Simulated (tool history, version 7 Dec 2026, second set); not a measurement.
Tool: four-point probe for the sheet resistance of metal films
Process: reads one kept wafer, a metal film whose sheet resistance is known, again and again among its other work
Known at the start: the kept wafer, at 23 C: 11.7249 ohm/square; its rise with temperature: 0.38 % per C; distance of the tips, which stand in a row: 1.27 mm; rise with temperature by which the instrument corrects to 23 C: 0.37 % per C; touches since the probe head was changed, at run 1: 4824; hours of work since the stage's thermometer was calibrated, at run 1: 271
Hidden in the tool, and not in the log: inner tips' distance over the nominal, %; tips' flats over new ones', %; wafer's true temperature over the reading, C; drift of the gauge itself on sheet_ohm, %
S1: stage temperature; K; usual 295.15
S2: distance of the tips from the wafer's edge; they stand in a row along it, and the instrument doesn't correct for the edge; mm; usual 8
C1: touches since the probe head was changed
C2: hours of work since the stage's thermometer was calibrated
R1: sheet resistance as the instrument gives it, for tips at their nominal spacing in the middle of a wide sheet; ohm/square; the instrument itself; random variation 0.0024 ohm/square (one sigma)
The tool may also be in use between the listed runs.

run 1 day=0.000 | S1=295.15 S2=8 | C1=4824 C2=271 | R1=11.895923
run 2 day=0.908 | S1=295.15 S2=8 | C1=6255 C2=289 | R1=11.893852
run 3 day=1.867 | S1=295.15 S2=8 | C1=7761 C2=307 | R1=11.896102
run 4 day=2.650 | S1=295.15 S2=8 | C1=8997 C2=322 | R1=11.892978
run 5 day=3.467 | S1=295.15 S2=8 | C1=10285 C2=338 | R1=11.893513
run 6 day=4.988 | S1=295.15 S2=8 | C1=12677 C2=367 | R1=11.901585
run 7 day=6.142 | S1=302.15 S2=8 | C1=14495 C2=389 | R1=11.909652
run 8 day=7.550 | S1=302.15 S2=8 | C1=16712 C2=416 | R1=11.910708
run 9 day=8.717 | S1=302.15 S2=8 | C1=18549 C2=438 | R1=11.915689
run 10 day=9.438 | S1=302.15 S2=8 | C1=19684 C2=452 | R1=11.913327
run 11 day=10.467 | S1=302.15 S2=8 | C1=21306 C2=471 | R1=11.911226
run 12 day=11.308 | S1=302.15 S2=8 | C1=22634 C2=487 | R1=11.915666
run 13 day=12.208 | S1=295.15 S2=8 | C1=24052 C2=505 | R1=11.902233
run 14 day=12.942 | S1=295.15 S2=8 | C1=25204 C2=518 | R1=11.902333
run 15 day=14.096 | S1=295.15 S2=8 | C1=27021 C2=540 | R1=11.903732
run 16 day=15.038 | S1=295.15 S2=8 | C1=28504 C2=558 | R1=11.903227
run 17 day=16.267 | S1=295.15 S2=52 | C1=30438 C2=582 | R1=11.752545
run 18 day=17.625 | S1=295.15 S2=52 | C1=32578 C2=608 | R1=11.750531
run 19 day=18.746 | S1=295.15 S2=52 | C1=34347 C2=629 | R1=11.750399
run 20 day=19.962 | S1=293.15 S2=8 | C1=36260 C2=652 | R1=11.905400
run 21 day=20.646 | S1=293.15 S2=8 | C1=37336 C2=666 | R1=11.909707
run 22 day=21.396 | S1=293.15 S2=8 | C1=38520 C2=680 | R1=11.903013
run 23 day=22.296 | S1=293.15 S2=8 | C1=39938 C2=697 | R1=11.903865
run 24 day=23.475 | S1=293.15 S2=8 | C1=41794 C2=720 | R1=11.908573
run 25 day=24.696 | S1=293.15 S2=4 | C1=43717 C2=743 | R1=12.350187
run 26 day=25.683 | S1=298.15 S2=4 | C1=45272 C2=762 | R1=12.360333
run 27 day=26.700 | S1=298.15 S2=4 | C1=46870 C2=781 | R1=12.369200
run 28 day=27.812 | S1=297.15 S2=31 | C1=48623 C2=802 | R1=11.768569
run 29 day=29.129 | S1=295.15 S2=5 | C1=50694 C2=827 | R1=12.148879
run 30 day=30.583 | S1=298.15 S2=8 | C1=52987 C2=855 | R1=11.922384
run 31 day=31.571 | S1=298.15 S2=37 | C1=54540 C2=874 | R1=11.771937
run 32 day=33.196 | S1=298.15 S2=37 | C1=57099 C2=905 | R1=11.773614
run 33 day=33.875 | S1=298.15 S2=37 | C1=58172 C2=918 | R1=11.775244
run 34 day=35.208 | S1=298.15 S2=37 | C1=60267 C2=943 | R1=11.775116
run 35 day=36.000 | S1=300.15 S2=37 | C1=61516 C2=959 | R1=11.779773
run 36 day=37.288 | S1=296.15 S2=6 | C1=63546 C2=983 | R1=12.045847
run 37 day=38.212 | S1=299.15 S2=18 | C1=65000 C2=1001 | R1=11.802261
run 38 day=38.975 | S1=307.15 S2=4 | C1=66203 C2=1015 | R1=12.396842
run 39 day=39.942 | S1=292.15 S2=9 | C1=67724 C2=1034 | R1=11.885033
run 40 day=41.150 | S1=295.15 S2=59 | C1=69626 C2=1057 | R1=11.766962
run 41 day=42.067 | S1=295.15 S2=31 | C1=71073 C2=1074 | R1=11.772237
run 42 day=43.500 | S1=295.15 S2=31 | C1=73330 C2=1102 | R1=11.782178
run 43 day=44.300 | S1=295.15 S2=31 | C1=74584 C2=1117 | R1=11.778165
run 44 day=45.667 | S1=297.15 S2=32 | C1=76738 C2=1143 | R1=11.783984
run 45 day=47.000 | S1=297.15 S2=32 | C1=78837 C2=1168 | R1=11.784903

Hidden state or all else? Some run-to-run changes of R1, split into what the settings, what came in and random variation would give without the hidden state, and what is left for the hidden state (with any gauge scatter that isn't in both results):
Run 24 -> 25: S2 8 -> 4. R1 +0.441614 ohm/square: hidden state +0.002063, all else +0.439551.
Run 27 -> 28: S1 298.15 -> 297.15, S2 4 -> 31. R1 -0.600631 ohm/square: hidden state -0.000610, all else -0.600021.
Run 28 -> 29: S1 297.15 -> 295.15, S2 31 -> 5. R1 +0.380310 ohm/square: hidden state +0.002147, all else +0.378163.
Run 37 -> 38: S1 299.15 -> 307.15, S2 18 -> 4. R1 +0.594581 ohm/square: hidden state +0.002216, all else +0.592365.
Run 38 -> 39: S1 307.15 -> 292.15, S2 4 -> 9. R1 -0.511809 ohm/square: hidden state -0.000323, all else -0.511486.
